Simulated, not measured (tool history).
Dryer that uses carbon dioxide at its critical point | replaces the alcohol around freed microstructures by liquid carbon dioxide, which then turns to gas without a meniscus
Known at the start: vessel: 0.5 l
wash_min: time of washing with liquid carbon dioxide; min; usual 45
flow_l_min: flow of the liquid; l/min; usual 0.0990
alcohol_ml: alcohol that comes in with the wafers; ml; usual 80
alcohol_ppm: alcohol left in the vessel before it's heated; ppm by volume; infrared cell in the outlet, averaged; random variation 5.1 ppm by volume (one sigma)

run	hour	wash_min	flow_l_min	alcohol_ml	alcohol_ppm
1	0.0	45	0.0990	80	195
2	20.5	45	0.0990	80	195
3	52.8	45	0.0990	80	205
4	89.6	45	0.0990	80	204
5	117.8	45	0.0990	80	209
6	149.4	45	0.0990	40	176
7	179.4	45	0.0990	40	182
8	207.9	45	0.0990	80	226
9	232.1	45	0.1210	80	160
10	255.1	45	0.1210	80	178
11	293.2	45	0.0990	62	227
12	318.8	45	0.1530	80	163
13	348.8	45	0.1530	80	166
14	366.0	45	0.1530	80	153
15	385.0	45	0.1530	80	160
16	410.5	45	0.1530	80	165
17	429.6	45	0.0744	75	800

The next listed run, before its measurement:
18	456.9	57	0.0790	23	?

{"run 18": {"alcohol_ppm": 213}}
Without the tool's hidden state the same run would have given alcohol_ppm 27 ppm by volume.
